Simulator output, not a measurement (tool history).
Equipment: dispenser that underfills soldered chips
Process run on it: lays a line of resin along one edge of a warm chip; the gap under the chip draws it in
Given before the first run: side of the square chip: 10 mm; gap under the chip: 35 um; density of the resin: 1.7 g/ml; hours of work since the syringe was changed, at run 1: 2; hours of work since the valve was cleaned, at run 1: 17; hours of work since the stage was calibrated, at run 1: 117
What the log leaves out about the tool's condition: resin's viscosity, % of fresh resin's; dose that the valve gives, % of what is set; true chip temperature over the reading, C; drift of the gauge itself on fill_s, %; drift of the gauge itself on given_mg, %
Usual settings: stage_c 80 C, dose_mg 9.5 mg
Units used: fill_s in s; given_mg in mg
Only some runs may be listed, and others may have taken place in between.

run   hour  stage_c  dose_mg  hours of work since the syringe was changed  hours of work since the valve was cleaned  hours of work since the stage was calibrated  fill_s  given_mg
  1      0       80      9.5                                            2                                         17                                           117     157      9.34
  2    4.9       80      9.5                                            6                                         20                                           121   190.4      9.39
      12.4  -- new syringe of resin
  3   12.4       80      9.5                                            0                                         26                                           126   140.8      9.24
  4     19       80      9.5                                            5                                         31                                           131   176.3      9.24
      27.8  -- new syringe of resin
  5   29.1       80      9.5                                            1                                         38                                           138   149.9      9.15
  6   36.9       80      9.5                                            7                                         44                                           144     192      9.14
      43.6  -- new syringe of resin
  7   43.8       80      9.5                                            0                                         49                                           149   147.5      9.04
  8   53.7       80      9.5                                            8                                         57                                           157   203.6       8.9
      59.5  -- new syringe of resin
  9   64.1       80      9.5                                            3                                         64                                           164   171.5      8.96
 10   74.5       67      9.5                                           11                                         72                                           172   427.8      8.74
      75.5  -- new syringe of resin
 11   83.6       67      9.5                                            6                                         79                                           179   343.7      8.79
 12     90       80      9.5                                           11                                         84                                           184   239.4      8.72
      91.1  -- new syringe of resin
 13   94.9       77     8.72                                            3                                         87                                           187   195.4      8.05
      97.6  -- dispensing valve cleaned and set on the balance
 14  106.2       66    11.77                                           11                                          7                                           195   432.7     11.59
       108  -- new syringe of resin
 15  113.2       66    11.77                                            4                                         12                                           200   313.6     11.57
 16  122.5       66    11.77                                           11                                         19                                           207   426.4     11.45
     124.1  -- new syringe of resin
 17    130       94    11.23                                            5                                         24                                           213    97.5     10.93
 18  137.1       94    11.23                                           10                                         30                                           218   121.8     10.91

Hidden condition of the tool, last listed run before each entry between runs versus first listed run after:
Runs 2 to 3: new syringe of resin (hour 12.4)
  resin's viscosity, % of fresh resin's: 132.2 -> 98.4; dose that the valve gives, % of what is set: 98.29 -> 97.74; true chip temperature over the reading, C: -0.53 -> -0.55
  measured minus no-state result, fill_s: +50.1 -> +1.6 s; given_mg: -0.16 -> -0.21 mg
Runs 4 to 5: new syringe of resin (hour 27.8)
  resin's viscosity, % of fresh resin's: 122.3 -> 104.5; dose that the valve gives, % of what is set: 97.27 -> 96.46; true chip temperature over the reading, C: -0.57 -> -0.61
  measured minus no-state result, fill_s: +36.1 -> +10.9 s; given_mg: -0.26 -> -0.34 mg
Runs 6 to 7: new syringe of resin (hour 43.6)
  resin's viscosity, % of fresh resin's: 135.5 -> 100.8; dose that the valve gives, % of what is set: 95.86 -> 95.38; true chip temperature over the reading, C: -0.63 -> -0.66
  measured minus no-state result, fill_s: +55.1 -> +6.3 s; given_mg: -0.4 -> -0.44 mg
Runs 8 to 9: new syringe of resin (hour 59.5)
  resin's viscosity, % of fresh resin's: 139.8 -> 116.2; dose that the valve gives, % of what is set: 94.7 -> 93.92; true chip temperature over the reading, C: -0.69 -> -0.72
  measured minus no-state result, fill_s: +63.5 -> +29.7 s; given_mg: -0.51 -> -0.58 mg
Runs 10 to 11: new syringe of resin (hour 75.5)
  resin's viscosity, % of fresh resin's: 163.7 -> 131.5; dose that the valve gives, % of what is set: 93.1 -> 92.47; true chip temperature over the reading, C: -0.76 -> -0.79
  measured minus no-state result, fill_s: +178.3 -> +94.7 s; given_mg: -0.66 -> -0.72 mg
Runs 12 to 13: new syringe of resin (hour 91.1)
  resin's viscosity, % of fresh resin's: 162.6 -> 115.6; dose that the valve gives, % of what is set: 91.99 -> 91.67; true chip temperature over the reading, C: -0.81 -> -0.82
  measured minus no-state result, fill_s: +98.9 -> +35.6 s; given_mg: -0.76 -> -0.73 mg
Runs 13 to 14: dispensing valve cleaned and set on the balance (hour 97.6)
  resin's viscosity, % of fresh resin's: 115.6 -> 162.7; dose that the valve gives, % of what is set: 91.67 -> 99.19; true chip temperature over the reading, C: -0.82 -> -0.86
  measured minus no-state result, fill_s: +35.6 -> +177.6 s; given_mg: -0.73 -> -0.09 mg
Runs 14 to 15: new syringe of resin (hour 108)
  resin's viscosity, % of fresh resin's: 162.7 -> 117.3; dose that the valve gives, % of what is set: 99.19 -> 98.72; true chip temperature over the reading, C: -0.86 -> -0.88
  measured minus no-state result, fill_s: +177.6 -> +57.3 s; given_mg: -0.09 -> -0.15 mg
Runs 16 to 17: new syringe of resin (hour 124.1)
  resin's viscosity, % of fresh resin's: 159.2 -> 123.1; dose that the valve gives, % of what is set: 98.01 -> 97.43; true chip temperature over the reading, C: -0.91 -> -0.94
  measured minus no-state result, fill_s: +169.9 -> +21.3 s; given_mg: -0.23 -> -0.29 mg
